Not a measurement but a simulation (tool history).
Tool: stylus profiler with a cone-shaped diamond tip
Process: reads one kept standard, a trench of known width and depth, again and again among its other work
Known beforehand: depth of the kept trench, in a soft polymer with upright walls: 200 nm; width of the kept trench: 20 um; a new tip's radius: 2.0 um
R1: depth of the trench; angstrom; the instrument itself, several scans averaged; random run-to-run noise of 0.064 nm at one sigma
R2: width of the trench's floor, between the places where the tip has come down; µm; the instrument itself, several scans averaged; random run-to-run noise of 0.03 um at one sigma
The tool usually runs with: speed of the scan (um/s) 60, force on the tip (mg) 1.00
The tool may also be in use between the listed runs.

Run 1, hour 0.0: usual settings. Result: R1 2008.3 angstrom, R2 17.39 µm.
Run 2, hour 94.6: usual settings. Result: R1 2007.4 angstrom, R2 17.32 µm.
Run 3, hour 157.5: usual settings. Result: R1 2006.8 angstrom, R2 17.33 µm.
Run 4, hour 233.0: usual settings but force on the tip (mg) 0.50. Result: R1 2003.0 angstrom, R2 17.05 µm.
Run 5, hour 298.4: usual settings. Result: R1 2006.2 angstrom, R2 17.18 µm.
Run 6, hour 354.1: usual settings. Result: R1 2006.0 angstrom, R2 17.16 µm.
Run 7, hour 450.6: usual settings. Result: R1 2006.0 angstrom, R2 17.11 µm.
Run 8, hour 517.1: usual settings but force on the tip (mg) 2.20. Result: R1 2014.2 angstrom, R2 17.28 µm.
Run 9, hour 599.3: usual settings. Result: R1 2004.7 angstrom, R2 17.07 µm.
Run 10, hour 694.4: usual settings. Result: R1 2004.8 angstrom, R2 16.97 µm.
Run 11, hour 795.4: usual settings. Result: R1 2003.3 angstrom, R2 16.89 µm.
At hour 883.7: height scale calibrated on a step standard.
Run 12, hour 888.6: usual settings. Result: R1 2013.4 angstrom, R2 16.91 µm.
Run 13, hour 942.5: usual settings but speed of the scan (um/s) 41. Result: R1 2012.8 angstrom, R2 16.95 µm.
At hour 997.2: new tip fitted, height scale calibrated.
Run 14, hour 1006.7: usual settings but speed of the scan (um/s) 41. Result: R1 2011.8 angstrom, R2 17.94 µm.
Run 15, hour 1049.6: usual settings but speed of the scan (um/s) 41. Result: R1 2010.9 angstrom, R2 17.92 µm.
Run 16, hour 1154.1: usual settings but speed of the scan (um/s) 40. Result: R1 2010.6 angstrom, R2 17.81 µm.
Run 17, hour 1210.1: usual settings but speed of the scan (um/s) 40, force on the tip (mg) 1.01. Result: R1 2010.8 angstrom, R2 17.83 µm.
Run 18, hour 1253.3: usual settings but speed of the scan (um/s) 40, force on the tip (mg) 1.01. Result: R1 2010.7 angstrom, R2 17.78 µm.
Run 19, hour 1319.5: usual settings but speed of the scan (um/s) 40, force on the tip (mg) 1.01. Result: R1 2011.2 angstrom, R2 17.68 µm.
Run 20, hour 1423.3: usual settings but speed of the scan (um/s) 40, force on the tip (mg) 1.01. Result: R1 2009.1 angstrom, R2 17.68 µm.
Run 21, hour 1481.1: usual settings. Result: R1 2009.1 angstrom, R2 17.45 µm.
Run 22, hour 1556.3: usual settings. Result: R1 2009.7 angstrom, R2 17.44 µm.
Run 23, hour 1657.7: usual settings but speed of the scan (um/s) 35. Result: R1 2008.4 angstrom, R2 17.53 µm.
Run 24, hour 1717.3: usual settings but speed of the scan (um/s) 182, force on the tip (mg) 0.57. Result: R1 2003.2 angstrom, R2 15.89 µm.
Run 25, hour 1798.9: usual settings but speed of the scan (um/s) 50, force on the tip (mg) 1.17. Result: R1 2008.3 angstrom, R2 17.47 µm.
Run 26, hour 1881.9: usual settings but speed of the scan (um/s) 50, force on the tip (mg) 1.17. Result: R1 2007.7 angstrom, R2 17.34 µm.
Run 27, hour 1951.6: usual settings but speed of the scan (um/s) 54, force on the tip (mg) 0.77. Result: R1 2003.6 angstrom, R2 17.10 µm.
Run 28, hour 2045.9: usual settings but speed of the scan (um/s) 54, force on the tip (mg) 0.77. Result: R1 2002.3 angstrom, R2 17.07 µm.
Run 29, hour 2093.0: usual settings but speed of the scan (um/s) 31, force on the tip (mg) 0.83. Result: R1 2004.3 angstrom, R2 17.28 µm.
Run 30, hour 2138.4: usual settings but force on the tip (mg) 0.39. Result: R1 1998.8 angstrom, R2 16.82 µm.
Run 31, hour 2200.0: usual settings but speed of the scan (um/s) 124. Result: R1 2004.4 angstrom, R2 16.51 µm.
Run 32, hour 2245.8: usual settings but speed of the scan (um/s) 124. Result: R1 2004.2 angstrom, R2 16.45 µm.

Run 33 has not been measured yet. What should we expect?
Run 33, hour 2339.1: usual settings but speed of the scan (um/s) 124. Result: R1 ?, R2 ?.

R1: 2004.4 angstrom
R2: 16.39 µm
Had the tool carried no hidden state, the very same run would have given R1 2013.3 angstrom, R2 17.21 µm.
